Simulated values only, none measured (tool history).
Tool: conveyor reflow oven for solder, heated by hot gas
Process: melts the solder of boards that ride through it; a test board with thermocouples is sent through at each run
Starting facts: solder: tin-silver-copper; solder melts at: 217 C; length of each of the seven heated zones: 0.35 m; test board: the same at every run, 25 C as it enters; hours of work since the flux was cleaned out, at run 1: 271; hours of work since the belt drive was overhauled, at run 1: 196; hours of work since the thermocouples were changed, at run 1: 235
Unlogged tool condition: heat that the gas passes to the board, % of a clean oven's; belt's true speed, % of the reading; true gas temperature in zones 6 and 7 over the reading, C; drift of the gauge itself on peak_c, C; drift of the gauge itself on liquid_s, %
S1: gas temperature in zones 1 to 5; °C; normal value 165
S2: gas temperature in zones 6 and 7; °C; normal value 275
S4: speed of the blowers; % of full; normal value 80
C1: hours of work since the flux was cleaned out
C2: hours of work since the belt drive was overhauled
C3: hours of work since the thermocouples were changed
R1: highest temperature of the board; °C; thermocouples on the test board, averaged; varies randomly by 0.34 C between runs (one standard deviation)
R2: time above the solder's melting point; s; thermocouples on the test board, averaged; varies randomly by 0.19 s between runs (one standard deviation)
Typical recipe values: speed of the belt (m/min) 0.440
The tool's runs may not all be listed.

run 1 hour=0.0 | S1=165 S2=275 speed_of_the_belt_(m/min)=0.440 S4=80 | C1=271 C2=196 C3=235 | R1=265.6 R2=80.4
run 2 hour=7.5 | S1=165 S2=275 speed_of_the_belt_(m/min)=0.440 S4=80 | C1=276 C2=202 C3=240 | R1=265.8 R2=80.0
run 3 hour=14.8 | S1=165 S2=275 speed_of_the_belt_(m/min)=0.440 S4=80 | C1=281 C2=206 C3=245 | R1=265.5 R2=80.1
run 4 hour=20.1 | S1=165 S2=275 speed_of_the_belt_(m/min)=0.440 S4=80 | C1=285 C2=210 C3=248 | R1=265.1 R2=80.1
run 5 hour=27.4 | S1=165 S2=275 speed_of_the_belt_(m/min)=0.440 S4=80 | C1=290 C2=215 C3=253 | R1=265.5 R2=80.2
run 6 hour=32.0 | S1=165 S2=275 speed_of_the_belt_(m/min)=0.440 S4=80 | C1=293 C2=218 C3=256 | R1=265.5 R2=80.3
run 7 hour=39.3 | S1=165 S2=275 speed_of_the_belt_(m/min)=0.440 S4=80 | C1=298 C2=223 C3=261 | R1=265.4 R2=80.0
run 8 hour=45.1 | S1=165 S2=275 speed_of_the_belt_(m/min)=0.440 S4=58 | C1=302 C2=227 C3=265 | R1=262.7 R2=77.9
run 9 hour=54.4 | S1=165 S2=275 speed_of_the_belt_(m/min)=0.440 S4=80 | C1=308 C2=233 C3=272 | R1=266.0 R2=80.1
run 10 hour=59.3 | S1=165 S2=275 speed_of_the_belt_(m/min)=0.440 S4=80 | C1=311 C2=237 C3=275 | R1=265.4 R2=80.2
run 11 hour=66.2 | S1=165 S2=275 speed_of_the_belt_(m/min)=0.440 S4=80 | C1=316 C2=241 C3=280 | R1=265.9 R2=80.0
run 12 hour=74.0 | S1=165 S2=275 speed_of_the_belt_(m/min)=0.440 S4=80 | C1=321 C2=247 C3=285 | R1=266.0 R2=79.9
-- hour=86.7 flux residue cleaned out of gas plates and filters
run 13 hour=88.2 | S1=165 S2=275 speed_of_the_belt_(m/min)=0.440 S4=80 | C1=1 C2=253 C3=291 | R1=266.0 R2=80.4
run 14 hour=93.8 | S1=165 S2=275 speed_of_the_belt_(m/min)=0.440 S4=80 | C1=5 C2=257 C3=295 | R1=265.5 R2=80.3
run 15 hour=98.5 | S1=165 S2=275 speed_of_the_belt_(m/min)=0.440 S4=80 | C1=8 C2=260 C3=298 | R1=265.9 R2=80.3
run 16 hour=107.7 | S1=165 S2=275 speed_of_the_belt_(m/min)=0.513 S4=71 | C1=14 C2=266 C3=305 | R1=260.4 R2=64.5
run 17 hour=117.2 | S1=180 S2=285 speed_of_the_belt_(m/min)=0.378 S4=80 | C1=21 C2=273 C3=311 | R1=279.8 R2=107.0
run 18 hour=127.4 | S1=164 S2=284 speed_of_the_belt_(m/min)=0.397 S4=79 | C1=28 C2=280 C3=318 | R1=277.2 R2=95.4
run 19 hour=133.1 | S1=177 S2=266 speed_of_the_belt_(m/min)=0.397 S4=54 | C1=32 C2=284 C3=322 | R1=257.7 R2=88.6
run 20 hour=142.0 | S1=165 S2=275 speed_of_the_belt_(m/min)=0.508 S4=74 | C1=38 C2=290 C3=328 | R1=260.9 R2=65.8
run 21 hour=149.3 | S1=165 S2=275 speed_of_the_belt_(m/min)=0.508 S4=74 | C1=43 C2=295 C3=333 | R1=260.6 R2=65.4
run 22 hour=156.1 | S1=155 S2=275 speed_of_the_belt_(m/min)=0.469 S4=53 | C1=47 C2=299 C3=338 | R1=258.8 R2=66.2
run 23 hour=165.4 | S1=175 S2=275 speed_of_the_belt_(m/min)=0.503 S4=80 | C1=54 C2=306 C3=344 | R1=263.3 R2=71.7
run 24 hour=172.6 | S1=165 S2=270 speed_of_the_belt_(m/min)=0.440 S4=80 | C1=59 C2=311 C3=349 | R1=261.4 R2=77.4
run 25 hour=177.0 | S1=165 S2=270 speed_of_the_belt_(m/min)=0.414 S4=80 | C1=61 C2=314 C3=352 | R1=261.9 R2=83.8
run 26 hour=182.3 | S1=165 S2=287 speed_of_the_belt_(m/min)=0.414 S4=57 | C1=65 C2=317 C3=356 | R1=276.4 R2=90.6
run 27 hour=189.7 | S1=157 S2=275 speed_of_the_belt_(m/min)=0.521 S4=55 | C1=70 C2=322 C3=361 | R1=255.7 R2=57.7
run 28 hour=199.9 | S1=164 S2=265 speed_of_the_belt_(m/min)=0.478 S4=63 | C1=77 C2=329 C3=368 | R1=252.0 R2=63.2
run 29 hour=207.8 | S1=164 S2=265 speed_of_the_belt_(m/min)=0.478 S4=63 | C1=83 C2=335 C3=373 | R1=252.3 R2=63.3
run 30 hour=212.6 | S1=164 S2=265 speed_of_the_belt_(m/min)=0.478 S4=63 | C1=86 C2=338 C3=376 | R1=252.2 R2=62.9

Alternative continuations, all from the tool just after run 30; predict every row:
run A hour=216.9 | S1=165 S2=275 speed_of_the_belt_(m/min)=0.440 S4=89 | C1=89 C2=341 C3=379 | R1=? R2=?
run B hour=216.9 | S1=154 S2=275 speed_of_the_belt_(m/min)=0.478 S4=76 | C1=89 C2=341 C3=379 | R1=? R2=?
run C hour=216.9 | S1=155 S2=269 speed_of_the_belt_(m/min)=0.478 S4=61 | C1=89 C2=341 C3=379 | R1=? R2=?

run=A R1=266.6 R2=80.8
run=B R1=262.1 R2=67.8
run=C R1=254.0 R2=61.6
The same runs, with their run-to-run variation unchanged, on a tool lacking any hidden condition would have given:
run=A R1=266.7 R2=80.8
run=B R1=262.1 R2=67.8
run=C R1=254.1 R2=61.6
